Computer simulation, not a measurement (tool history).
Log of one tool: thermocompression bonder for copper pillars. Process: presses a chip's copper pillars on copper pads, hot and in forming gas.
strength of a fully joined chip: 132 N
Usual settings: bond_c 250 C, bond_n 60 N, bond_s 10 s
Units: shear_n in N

Run 1, hour 0.0: usual settings. Result: shear_n 95.5 N.
Run 2, hour 27.7: usual settings. Result: shear_n 94.8 N.
Run 3, hour 46.5: usual settings. Result: shear_n 96.6 N.
Run 4, hour 63.4: usual settings but bond_n 65 N. Result: shear_n 99.3 N.
Run 5, hour 83.2: usual settings but bond_c 264 C. Result: shear_n 106.4 N.
Run 6, hour 107.7: usual settings but bond_c 264 C. Result: shear_n 105.9 N.
Run 7, hour 134.1: usual settings but bond_c 264 C, bond_n 79 N. Result: shear_n 112.2 N.
Run 8, hour 157.2: usual settings but bond_c 264 C, bond_n 79 N. Result: shear_n 115.2 N.
Run 9, hour 181.7: usual settings but bond_c 264 C, bond_n 79 N. Result: shear_n 110.7 N.
Run 10, hour 201.9: usual settings but bond_s 8 s. Result: shear_n 86.8 N.
Run 11, hour 225.1: usual settings but bond_s 8 s. Result: shear_n 86.3 N.
Run 12, hour 252.5: usual settings but bond_s 8 s. Result: shear_n 85.1 N.
Run 13, hour 270.9: usual settings but bond_s 8 s. Result: shear_n 83.8 N.
Run 14, hour 293.1: usual settings but bond_s 8 s. Result: shear_n 85.7 N.
Run 15, hour 317.6: usual settings. Result: shear_n 87.8 N.
Run 16, hour 333.8: usual settings but bond_n 74 N. Result: shear_n 98.9 N.
Run 17, hour 346.9: usual settings but bond_n 74 N. Result: shear_n 97.8 N.
At hour 371.1: forming gas filter changed.
Run 18, hour 375.6: usual settings but bond_s 25 s. Result: shear_n 117.0 N.
Run 19, hour 396.4: usual settings but bond_s 25 s. Result: shear_n 115.4 N.
Run 20, hour 422.3: usual settings. Result: shear_n 96.3 N.
Run 21, hour 440.9: usual settings but bond_s 9 s. Result: shear_n 93.8 N.
At hour 448.1: heater calibrated with a thermocouple chip.
Run 22, hour 465.5: usual settings but bond_s 9 s. Result: shear_n 98.9 N.
Run 23, hour 479.5: usual settings but bond_s 17 s. Result: shear_n 109.8 N.
Run 24, hour 494.1: usual settings but bond_s 17 s. Result: shear_n 108.8 N.
Run 25, hour 512.8: usual settings but bond_c 222 C, bond_n 84 N, bond_s 17 s. Result: shear_n 104.5 N.
Run 26, hour 530.5: usual settings but bond_c 261 C, bond_n 42 N, bond_s 8 s. Result: shear_n 85.2 N.
Run 27, hour 553.4: usual settings but bond_c 266 C, bond_s 9 s. Result: shear_n 108.9 N.
Run 28, hour 575.5: usual settings but bond_s 22 s. Result: shear_n 112.4 N.
Run 29, hour 595.6: usual settings but bond_c 242 C, bond_n 74 N, bond_s 7 s. Result: shear_n 95.0 N.
At hour 617.8: heater calibrated with a thermocouple chip, once more.
Run 30, hour 619.7: usual settings but bond_c 246 C, bond_n 53 N, bond_s 13 s. Result: shear_n 77.3 N.
Run 31, hour 635.5: usual settings but bond_c 246 C, bond_n 57 N, bond_s 12 s. Result: shear_n 80.7 N.
Run 32, hour 659.0: usual settings but bond_c 256 C, bond_n 77 N, bond_s 9 s. Result: shear_n 97.4 N.
Run 33, hour 683.6: usual settings but bond_c 249 C, bond_n 40 N, bond_s 9 s. Result: shear_n 58.2 N.
Run 34, hour 705.0: usual settings but bond_c 240 C, bond_n 40 N, bond_s 9 s. Result: shear_n 52.3 N.
Run 35, hour 720.2: usual settings but bond_c 240 C, bond_n 40 N, bond_s 9 s. Result: shear_n 50.0 N.
Run 36, hour 735.5: usual settings but bond_c 255 C, bond_n 65 N. Result: shear_n 88.2 N.
Run 37, hour 750.6: usual settings but bond_c 236 C, bond_n 80 N, bond_s 5 s. Result: shear_n 67.7 N.
At hour 757.3: forming gas filter changed.
Run 38, hour 764.6: usual settings but bond_n 63 N, bond_s 6 s. Result: shear_n 79.0 N.
Run 39, hour 786.1: usual settings but bond_c 248 C, bond_n 81 N, bond_s 6 s. Result: shear_n 90.6 N.
Run 40, hour 809.1: usual settings but bond_c 248 C, bond_n 81 N, bond_s 6 s. Result: shear_n 90.2 N.

Hidden state or all else? Some run-to-run changes of shear_n, split into what the settings, what came in and random variation would give without the hidden state, and what is left for the hidden state (with any gauge scatter that isn't in both results):
The hidden state here: true temperature of the bond over the reading, C; force that reaches the chip, % of what is set; oxide that the forming gas leaves, % of the face; drift of the gauge itself on shear_n, %.
Run 9 -> 10: bond_c 264 -> 250, bond_n 79 -> 60, bond_s 10 -> 8. shear_n -23.9 N: hidden state +3.1, all else -27.0.
Run 17 -> 18: bond_n 74 -> 60, bond_s 10 -> 25, forming gas filter changed. shear_n +19.2 N: hidden state +9.3, all else +9.9.
Run 29 -> 30: bond_c 242 -> 246, bond_n 74 -> 53, bond_s 7 -> 13, heater calibrated with a thermocouple chip, once more. shear_n -17.7 N: hidden state -15.6, all else -2.1.
Run 32 -> 33: bond_c 256 -> 249, bond_n 77 -> 40. shear_n -39.2 N: hidden state +2.5, all else -41.7.
Run 35 -> 36: bond_c 240 -> 255, bond_n 40 -> 65, bond_s 9 -> 10. shear_n +38.2 N: hidden state -4.3, all else +42.5.
Run 37 -> 38: bond_c 236 -> 250, bond_n 80 -> 63, bond_s 5 -> 6, forming gas filter changed. shear_n +11.3 N: hidden state +7.1, all else +4.2.
